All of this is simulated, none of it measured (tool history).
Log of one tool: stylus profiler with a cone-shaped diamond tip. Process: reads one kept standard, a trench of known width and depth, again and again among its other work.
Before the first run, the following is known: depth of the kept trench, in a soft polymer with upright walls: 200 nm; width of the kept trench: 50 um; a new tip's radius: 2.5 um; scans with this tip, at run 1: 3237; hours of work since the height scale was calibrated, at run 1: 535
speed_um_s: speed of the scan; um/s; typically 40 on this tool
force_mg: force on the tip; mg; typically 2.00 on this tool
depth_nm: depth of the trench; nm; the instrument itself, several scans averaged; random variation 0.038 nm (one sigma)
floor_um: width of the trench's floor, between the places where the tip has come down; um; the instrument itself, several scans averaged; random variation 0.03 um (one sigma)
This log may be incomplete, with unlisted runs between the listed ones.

run	hour	speed_um_s	force_mg	scans with this tip	hours of work since the height scale was calibrated	depth_nm	floor_um
1	0.0	40	2.00	3237	535	202.94	47.60
2	23.7	40	2.00	3318	548	203.02	47.56
3	44.3	40	2.00	3388	560	202.83	47.55
4	63.5	40	0.75	3454	571	201.60	47.39
5	74.3	40	2.33	3490	577	203.28	47.61
6	91.4	40	2.33	3549	586	203.26	47.57
7	113.0	105	2.00	3623	599	202.95	47.15
8	128.3	105	2.00	3675	607	203.00	47.14
9	153.4	40	2.00	3760	621	202.97	47.54
10	166.3	40	2.88	3804	629	203.68	47.65
11	189.5	40	2.88	3884	642	203.70	47.58
12	206.1	151	2.88	3940	651	203.78	46.99
13	221.5	151	2.88	3993	660	203.74	47.01
14	239.6	151	2.88	4055	670	203.72	46.99
15	265.2	40	2.00	4142	685	202.98	47.53
# hour 268.0: height scale calibrated on a step standard
16	276.6	40	2.00	4179	5	203.07	47.52
17	294.2	18	4.04	4239	15	204.67	47.69
18	305.2	18	4.04	4277	21	204.71	47.73
19	317.3	29	3.25	4318	28	204.18	47.66
20	333.2	94	2.00	4373	37	203.08	47.14
# hour 335.5: height scale calibrated on a step standard, once more
21	357.4	86	2.81	4453	12	203.31	47.31
22	379.6	10	0.97	4529	25	201.61	47.72
23	390.2	10	0.97	4565	31	201.64	47.64

Run 24 is up next; what results do you expect?
24	410.6	10	0.97	4635	42	?	?

depth_nm: 201.68 nm
floor_um: 47.68 um
Without the tool's hidden state the same run would have given depth_nm 201.72 nm, floor_um 47.95 um.
